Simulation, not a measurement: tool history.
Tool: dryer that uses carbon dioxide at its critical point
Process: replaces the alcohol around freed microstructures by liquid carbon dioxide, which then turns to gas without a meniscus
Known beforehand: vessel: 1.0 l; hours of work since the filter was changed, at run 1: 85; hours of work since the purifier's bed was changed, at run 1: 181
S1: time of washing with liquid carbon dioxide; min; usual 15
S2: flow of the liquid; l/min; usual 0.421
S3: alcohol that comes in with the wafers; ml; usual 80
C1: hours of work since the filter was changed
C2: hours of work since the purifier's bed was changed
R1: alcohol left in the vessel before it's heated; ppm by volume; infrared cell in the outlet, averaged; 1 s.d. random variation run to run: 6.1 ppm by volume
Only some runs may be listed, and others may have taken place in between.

run	hour	S1	S2	S3	C1	C2	R1
1	0	15	0.421	80	85	181	298
2	66.4	15	0.421	80	111	207	316
3	115.5	15	0.335	80	130	226	946
4	175.4	15	0.335	80	154	249	996
5	222.4	15	0.421	80	172	268	372
6	256.5	15	0.421	89	185	281	415
7	284.1	15	0.421	89	196	292	428
8	323.4	15	0.421	89	211	307	427
9	384.7	15	0.421	89	235	331	469
10	434.2	18	0.421	80	254	350	204
# hour 467.4: inlet filter changed
11	480.7	14	0.421	80	5	368	424
12	542.8	10	0.487	80	29	392	1026
13	597.3	10	0.487	80	50	413	1063
14	630.5	10	0.487	80	63	426	1108
15	690	16	0.254	24	86	449	682
16	717.8	15	0.622	80	97	460	117
17	764.4	13	0.421	41	115	478	412
18	825.7	12	0.501	43	139	502	320
19	876.1	14	0.692	80	159	521	119
20	906.1	15	0.641	47	170	533	120

Consider 3 possible next runs. They are alternatives, not a sequence: every one starts from the tool as it was left by run 20. What does each give?
A	967	12	0.323	80	194	556	?
B	967	15	0.374	47	194	556	?
C	967	17	0.421	60	194	556	?

run	R1
A	2819
B	474
C	243
Stripped of hidden state, with their random variation kept, the same runs would have yielded:
run	R1
A	2137
B	261
C	91
